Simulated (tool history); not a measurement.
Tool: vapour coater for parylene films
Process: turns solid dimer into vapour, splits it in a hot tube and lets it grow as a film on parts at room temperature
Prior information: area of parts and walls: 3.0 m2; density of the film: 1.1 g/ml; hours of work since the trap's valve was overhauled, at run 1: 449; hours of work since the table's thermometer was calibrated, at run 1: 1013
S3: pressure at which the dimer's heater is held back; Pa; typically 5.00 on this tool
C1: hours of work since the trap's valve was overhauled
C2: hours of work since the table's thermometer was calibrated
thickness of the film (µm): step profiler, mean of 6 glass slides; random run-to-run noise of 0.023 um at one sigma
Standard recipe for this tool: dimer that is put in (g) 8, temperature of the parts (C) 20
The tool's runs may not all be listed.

{"run": 1, "hour": 0.0, "dimer that is put in (g)": 8, "temperature of the parts (C)": 20, "S3": 5.0, "C1": 449, "C2": 1013, "thickness of the film (µm)": 1.19}
{"run": 2, "hour": 31.3, "dimer that is put in (g)": 8, "temperature of the parts (C)": 20, "S3": 5.0, "C1": 468, "C2": 1032, "thickness of the film (µm)": 1.18}
{"run": 3, "hour": 55.5, "dimer that is put in (g)": 8, "temperature of the parts (C)": 20, "S3": 8.92, "C1": 483, "C2": 1047, "thickness of the film (µm)": 1.08}
{"run": 4, "hour": 89.2, "dimer that is put in (g)": 8, "temperature of the parts (C)": 20, "S3": 8.92, "C1": 504, "C2": 1068, "thickness of the film (µm)": 1.1}
{"run": 5, "hour": 138.5, "dimer that is put in (g)": 8, "temperature of the parts (C)": 20, "S3": 5.0, "C1": 535, "C2": 1099, "thickness of the film (µm)": 1.11}
{"run": 6, "hour": 161.1, "dimer that is put in (g)": 8, "temperature of the parts (C)": 20, "S3": 5.0, "C1": 549, "C2": 1113, "thickness of the film (µm)": 1.15}
{"run": 7, "hour": 206.8, "dimer that is put in (g)": 8, "temperature of the parts (C)": 20, "S3": 5.0, "C1": 577, "C2": 1141, "thickness of the film (µm)": 1.11}
{"hour": 219.8, "done": "trap's valve overhauled"}
{"run": 8, "hour": 235.9, "dimer that is put in (g)": 8, "temperature of the parts (C)": 20, "S3": 11.84, "C1": 10, "C2": 1157, "thickness of the film (µm)": 1.18}
{"run": 9, "hour": 285.8, "dimer that is put in (g)": 8, "temperature of the parts (C)": 20, "S3": 11.84, "C1": 41, "C2": 1188, "thickness of the film (µm)": 1.17}
{"run": 10, "hour": 327.0, "dimer that is put in (g)": 8, "temperature of the parts (C)": 20, "S3": 11.84, "C1": 67, "C2": 1214, "thickness of the film (µm)": 1.17}
{"run": 11, "hour": 351.3, "dimer that is put in (g)": 8, "temperature of the parts (C)": 20, "S3": 11.84, "C1": 82, "C2": 1229, "thickness of the film (µm)": 1.18}
{"hour": 354.4, "done": "table's thermometer calibrated"}
{"run": 12, "hour": 385.2, "dimer that is put in (g)": 8, "temperature of the parts (C)": 20, "S3": 11.84, "C1": 102, "C2": 19, "thickness of the film (µm)": 1.13}
{"run": 13, "hour": 418.8, "dimer that is put in (g)": 8, "temperature of the parts (C)": 27, "S3": 11.84, "C1": 123, "C2": 40, "thickness of the film (µm)": 1.02}
{"hour": 452.8, "done": "table's thermometer calibrated, once more"}
{"run": 14, "hour": 462.8, "dimer that is put in (g)": 8, "temperature of the parts (C)": 27, "S3": 11.84, "C1": 150, "C2": 6, "thickness of the film (µm)": 1.02}
{"run": 15, "hour": 490.6, "dimer that is put in (g)": 8, "temperature of the parts (C)": 20, "S3": 5.0, "C1": 167, "C2": 24, "thickness of the film (µm)": 1.29}
{"run": 16, "hour": 511.6, "dimer that is put in (g)": 8, "temperature of the parts (C)": 20, "S3": 5.0, "C1": 180, "C2": 37, "thickness of the film (µm)": 1.24}
{"run": 17, "hour": 537.5, "dimer that is put in (g)": 8, "temperature of the parts (C)": 20, "S3": 5.0, "C1": 196, "C2": 53, "thickness of the film (µm)": 1.28}
{"run": 18, "hour": 577.9, "dimer that is put in (g)": 8, "temperature of the parts (C)": 20, "S3": 5.0, "C1": 221, "C2": 78, "thickness of the film (µm)": 1.21}
{"run": 19, "hour": 606.9, "dimer that is put in (g)": 8, "temperature of the parts (C)": 20, "S3": 10.8, "C1": 239, "C2": 96, "thickness of the film (µm)": 1.11}
{"run": 20, "hour": 631.2, "dimer that is put in (g)": 8, "temperature of the parts (C)": 20, "S3": 5.0, "C1": 254, "C2": 111, "thickness of the film (µm)": 1.24}
{"run": 21, "hour": 669.0, "dimer that is put in (g)": 3, "temperature of the parts (C)": 17, "S3": 5.0, "C1": 278, "C2": 134, "thickness of the film (µm)": 0.5}
{"run": 22, "hour": 710.5, "dimer that is put in (g)": 3, "temperature of the parts (C)": 17, "S3": 5.0, "C1": 304, "C2": 160, "thickness of the film (µm)": 0.52}
{"run": 23, "hour": 749.2, "dimer that is put in (g)": 5, "temperature of the parts (C)": 17, "S3": 7.0, "C1": 328, "C2": 184, "thickness of the film (µm)": 0.78}
{"run": 24, "hour": 789.0, "dimer that is put in (g)": 4, "temperature of the parts (C)": 16, "S3": 2.06, "C1": 352, "C2": 209, "thickness of the film (µm)": 0.75}
{"run": 25, "hour": 811.1, "dimer that is put in (g)": 7, "temperature of the parts (C)": 15, "S3": 2.28, "C1": 366, "C2": 223, "thickness of the film (µm)": 1.27}
{"run": 26, "hour": 846.1, "dimer that is put in (g)": 7, "temperature of the parts (C)": 15, "S3": 2.28, "C1": 388, "C2": 244, "thickness of the film (µm)": 1.27}
{"run": 27, "hour": 883.1, "dimer that is put in (g)": 7, "temperature of the parts (C)": 15, "S3": 2.28, "C1": 411, "C2": 267, "thickness of the film (µm)": 1.25}
{"run": 28, "hour": 918.9, "dimer that is put in (g)": 8, "temperature of the parts (C)": 21, "S3": 9.15, "C1": 433, "C2": 290, "thickness of the film (µm)": 1.1}
{"run": 29, "hour": 952.4, "dimer that is put in (g)": 6, "temperature of the parts (C)": 21, "S3": 4.86, "C1": 454, "C2": 310, "thickness of the film (µm)": 0.89}
{"run": 30, "hour": 993.8, "dimer that is put in (g)": 7, "temperature of the parts (C)": 21, "S3": 7.68, "C1": 480, "C2": 336, "thickness of the film (µm)": 0.96}
{"run": 31, "hour": 1016.7, "dimer that is put in (g)": 12, "temperature of the parts (C)": 20, "S3": 7.68, "C1": 494, "C2": 350, "thickness of the film (µm)": 1.7}
{"run": 32, "hour": 1060.9, "dimer that is put in (g)": 12, "temperature of the parts (C)": 20, "S3": 7.68, "C1": 521, "C2": 378, "thickness of the film (µm)": 1.69}
{"run": 33, "hour": 1098.1, "dimer that is put in (g)": 12, "temperature of the parts (C)": 20, "S3": 3.06, "C1": 544, "C2": 401, "thickness of the film (µm)": 1.83}
{"run": 34, "hour": 1139.5, "dimer that is put in (g)": 12, "temperature of the parts (C)": 20, "S3": 3.06, "C1": 570, "C2": 427, "thickness of the film (µm)": 1.76}
{"hour": 1164.2, "done": "trap's valve overhauled"}
{"run": 35, "hour": 1177.8, "dimer that is put in (g)": 8, "temperature of the parts (C)": 15, "S3": 2.66, "C1": 8, "C2": 448, "thickness of the film (µm)": 1.59}
{"run": 36, "hour": 1228.6, "dimer that is put in (g)": 4, "temperature of the parts (C)": 15, "S3": 9.48, "C1": 40, "C2": 480, "thickness of the film (µm)": 0.68}
{"run": 37, "hour": 1250.9, "dimer that is put in (g)": 13, "temperature of the parts (C)": 22, "S3": 3.46, "C1": 54, "C2": 493, "thickness of the film (µm)": 2.08}
{"run": 38, "hour": 1277.3, "dimer that is put in (g)": 5, "temperature of the parts (C)": 19, "S3": 5.0, "C1": 70, "C2": 510, "thickness of the film (µm)": 0.8}
{"run": 39, "hour": 1301.1, "dimer that is put in (g)": 7, "temperature of the parts (C)": 14, "S3": 3.92, "C1": 85, "C2": 525, "thickness of the film (µm)": 1.3}

Predict each of these 4 candidate next runs independently; none follows another, all start after run 39:
{"run": "A", "hour": 1337.9, "dimer that is put in (g)": 10, "temperature of the parts (C)": 17, "S3": 11.32, "C1": 108, "C2": 547, "thickness of the film (µm)": "?"}
{"run": "B", "hour": 1337.9, "dimer that is put in (g)": 5, "temperature of the parts (C)": 20, "S3": 8.49, "C1": 108, "C2": 547, "thickness of the film (µm)": "?"}
{"run": "C", "hour": 1337.9, "dimer that is put in (g)": 10, "temperature of the parts (C)": 20, "S3": 9.65, "C1": 108, "C2": 547, "thickness of the film (µm)": "?"}
{"run": "D", "hour": 1337.9, "dimer that is put in (g)": 3, "temperature of the parts (C)": 15, "S3": 5.22, "C1": 108, "C2": 547, "thickness of the film (µm)": "?"}

run=A thickness_of_the_film_(µm)=1.57
run=B thickness_of_the_film_(µm)=0.72
run=C thickness_of_the_film_(µm)=1.52
run=D thickness_of_the_film_(µm)=0.52
Stripped of hidden state, with their random variation kept, the same runs would have yielded:
run=A thickness_of_the_film_(µm)=1.61
run=B thickness_of_the_film_(µm)=0.74
run=C thickness_of_the_film_(µm)=1.56
run=D thickness_of_the_film_(µm)=0.53
